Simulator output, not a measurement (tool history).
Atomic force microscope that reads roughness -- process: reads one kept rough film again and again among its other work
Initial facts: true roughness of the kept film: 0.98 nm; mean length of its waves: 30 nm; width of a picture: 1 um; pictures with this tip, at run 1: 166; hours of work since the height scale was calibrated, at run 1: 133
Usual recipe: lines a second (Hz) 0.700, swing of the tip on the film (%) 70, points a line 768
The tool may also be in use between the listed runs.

run,day,lines a second (Hz),swing of the tip on the film (%),points a line,pictures with this tip,hours of work since the height scale was calibrated,roughness of the kept film (nm (root mean square))
1,0.000,0.700,70,768,166,133,0.893
2,0.938,0.700,70,768,182,143,0.883
3,1.996,0.700,70,814,201,153,0.879
4,3.054,0.700,70,768,220,164,0.873
5,4.092,0.700,70,768,238,175,0.868
6,4.821,0.700,70,768,251,182,0.866
7,5.858,0.700,70,768,269,192,0.867
# day 6.021: new tip fitted
8,6.421,0.700,70,960,7,198,0.916
9,7.217,0.700,70,960,21,206,0.918
10,7.921,2.926,70,768,33,213,0.856
11,8.621,0.700,70,768,46,220,0.906
12,9.354,0.700,70,768,59,228,0.908
13,10.275,0.700,70,794,75,237,0.905
14,10.946,0.700,70,768,87,244,0.900
15,11.412,0.700,70,768,95,248,0.904
16,12.396,0.700,68,768,112,258,0.898
17,13.408,0.700,70,310,130,269,0.890
18,14.342,0.700,70,310,146,278,0.884
19,15.225,0.700,70,768,162,287,0.894
20,15.958,2.371,70,768,175,294,0.842
21,16.388,2.371,70,768,182,299,0.846
22,17.325,2.371,70,768,199,308,0.835
# day 17.425: height scale calibrated on a step standard
23,18.279,0.700,70,768,215,9,0.881
24,19.183,0.700,70,768,231,18,0.881
25,19.712,0.700,70,768,240,23,0.878
26,20.725,0.700,70,768,258,33,0.867
# day 21.533: new tip fitted
27,21.533,0.814,82,827,0,41,0.905
28,22.146,3.846,73,610,11,48,0.831
# day 22.379: height scale calibrated on a step standard, once more
29,22.717,2.260,89,768,20,3,0.791
30,23.771,2.260,89,768,39,14,0.788
31,24.646,0.700,56,768,54,23,0.919
32,25.508,0.700,56,768,70,32,0.912
33,26.108,3.329,76,528,80,38,0.800
34,26.900,3.329,76,528,94,46,0.808
35,27.746,0.700,56,768,109,54,0.908
36,28.417,0.700,56,768,121,61,0.904
37,29.308,3.942,76,359,137,70,0.770
38,30.221,2.782,70,603,153,79,0.835
39,31.208,2.782,70,603,170,89,0.831
40,31.642,0.572,75,337,178,94,0.876
41,32.317,0.572,75,337,190,101,0.878
42,33.338,0.720,78,375,208,111,0.863
43,33.954,1.129,78,768,218,117,0.851
44,34.412,0.700,59,295,227,122,0.876
45,35.475,1.445,89,701,245,133,0.795
46,36.308,1.452,70,721,260,141,0.842
# day 37.025: new tip fitted
47,37.121,3.192,67,721,2,149,0.870
48,37.812,0.760,70,919,14,156,0.916
49,38.808,0.760,77,328,32,166,0.899
50,39.471,2.538,63,311,43,173,0.878
51,40.471,2.538,63,311,61,183,0.877
52,41.262,1.108,70,311,75,191,0.890

What would each run have given without the hidden state, its run-to-run variation left as it was?
The tool's hidden condition here consists of: radius of the tip, nm; height scale over the true one, %; drift of the gauge itself on roughness_nm, %.
run,roughness of the kept film (nm (root mean square))
1,0.926
2,0.920
3,0.919
4,0.917
5,0.915
6,0.915
7,0.920
8,0.915
9,0.920
10,0.860
11,0.913
12,0.918
13,0.919
14,0.916
15,0.921
16,0.919
17,0.914
18,0.910
19,0.924
20,0.873
21,0.878
22,0.870
23,0.919
24,0.922
25,0.921
26,0.913
27,0.898
28,0.827
29,0.795
30,0.795
31,0.930
32,0.927
33,0.815
34,0.825
35,0.930
36,0.929
37,0.794
38,0.864
39,0.863
40,0.911
41,0.915
42,0.903
43,0.892
44,0.921
45,0.839
46,0.891
47,0.868
48,0.916
49,0.903
50,0.884
51,0.887
52,0.903
